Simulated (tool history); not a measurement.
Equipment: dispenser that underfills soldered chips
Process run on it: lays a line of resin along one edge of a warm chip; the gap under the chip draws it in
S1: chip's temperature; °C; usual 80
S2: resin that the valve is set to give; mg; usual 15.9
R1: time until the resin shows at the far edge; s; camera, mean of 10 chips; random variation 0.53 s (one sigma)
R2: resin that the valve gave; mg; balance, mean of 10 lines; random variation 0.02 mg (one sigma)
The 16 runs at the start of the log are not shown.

| run | day | S1 | S2 | R1 | R2 |
|---|---|---|---|---|---|
| 17 | 4.550 | 80 | 15.7 | 71.1 | 15.36 |
|  | 4.692 | new syringe of resin |
| 18 | 4.746 | 73 | 14.1 | 73.4 | 13.78 |
|  | 4.879 | dispensing valve cleaned and set on the balance |
| 19 | 5.021 | 73 | 17.8 | 84.3 | 17.74 |
| 20 | 5.333 | 85 | 15.5 | 58.2 | 15.48 |
|  | 5.400 | new syringe of resin |
| 21 | 5.696 | 88 | 20.2 | 40.3 | 20.04 |
|  | 6.088 | new syringe of resin |
| 22 | 6.133 | 68 | 14.4 | 95.5 | 14.21 |
| 23 | 6.321 | 65 | 15.2 | 125.6 | 15.02 |
|  | 6.746 | new syringe of resin |
| 24 | 6.746 | 65 | 15.2 | 109.1 | 14.94 |
| 25 | 7.017 | 80 | 16.7 | 59.3 | 16.39 |
|  | 7.404 | new syringe of resin |
| 26 | 7.442 | 87 | 19.6 | 35.0 | 19.14 |
|  | 7.804 | dispensing valve cleaned and set on the balance |
| 27 | 7.900 | 87 | 19.6 | 47.7 | 19.62 |
|  | 8.104 | new syringe of resin |
| 28 | 8.188 | 68 | 20.4 | 94.1 | 20.33 |
| 29 | 8.583 | 95 | 16.4 | 34.5 | 16.30 |

Run 30, settings as shown, results not yet in. Your forecast:
|  | 8.783 | new syringe of resin |
| 30 | 8.979 | 80 | 19.4 | ? | ? |

{"run 30": {"R1": 56.4, "R2": 19.22}}
With the hidden condition absent and the run-to-run variation left alone, this run would have shown R1 44.3 s, R2 19.41 mg.
